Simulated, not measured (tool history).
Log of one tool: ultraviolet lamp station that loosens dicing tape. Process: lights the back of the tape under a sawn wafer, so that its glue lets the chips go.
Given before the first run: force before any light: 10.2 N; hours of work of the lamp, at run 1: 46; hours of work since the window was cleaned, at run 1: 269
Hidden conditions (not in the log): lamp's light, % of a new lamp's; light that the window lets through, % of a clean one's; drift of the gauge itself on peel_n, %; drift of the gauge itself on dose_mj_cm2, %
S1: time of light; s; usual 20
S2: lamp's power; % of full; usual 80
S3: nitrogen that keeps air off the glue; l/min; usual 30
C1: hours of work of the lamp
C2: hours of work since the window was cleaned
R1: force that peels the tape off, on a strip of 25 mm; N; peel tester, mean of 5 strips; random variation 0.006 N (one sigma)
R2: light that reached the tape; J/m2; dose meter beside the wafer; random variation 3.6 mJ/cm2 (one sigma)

run	hour	S1	S2	S3	C1	C2	R1	R2
1	0.0	20	80	30	46	269	0.176	5970
2	13.2	20	80	30	55	278	0.167	6000
3	21.2	20	80	16	60	283	0.288	6000
4	31.2	20	80	11	67	290	0.442	5990
5	38.9	20	90	11	72	295	0.290	6770
6	51.6	20	80	14	81	304	0.329	6010
7	63.4	20	80	20	89	312	0.234	5950
8	76.5	20	80	20	97	321	0.246	5990
9	88.7	20	80	20	105	329	0.244	6010
10	96.8	20	80	20	111	334	0.241	6020
11	110.8	13	80	30	120	344	0.600	3860
12	118.4	13	80	9	125	349	1.394	3870
13	131.5	13	80	9	134	357	1.407	3890
14	145.2	13	80	9	143	367	1.456	3910
15	160.2	13	80	9	153	377	1.421	3900
16	178.3	13	80	9	166	389	1.407	3880
17	192.3	13	80	19	175	398	0.808	3920
18	207.9	13	80	23	185	408	0.732	3920
19	224.4	20	80	10	196	420	0.478	5930
20	240.7	20	80	10	207	430	0.491	5940
21	257.1	20	80	14	218	441	0.350	5980
22	269.9	20	80	14	227	450	0.329	6040
23	283.5	20	80	14	236	459	0.322	6010
# hour 287.1: window cleaned of glue's vapour
24	297.0	20	80	14	245	7	0.349	5990
25	311.9	12	67	30	255	17	1.122	3040
26	324.0	27	71	28	263	25	0.107	7280
27	337.3	18	74	17	272	34	0.478	5010
28	344.9	20	91	16	277	39	0.201	6780

What does the tool deliver on the next run?
29	359.1	20	91	16	286	48	?	?

Run 29 yielded R1 0.201 N, R2 6820 J/m2.
If the tool had no hidden condition, the same run with the same run-to-run variation would have returned R1 0.200 N, R2 6830 J/m2.
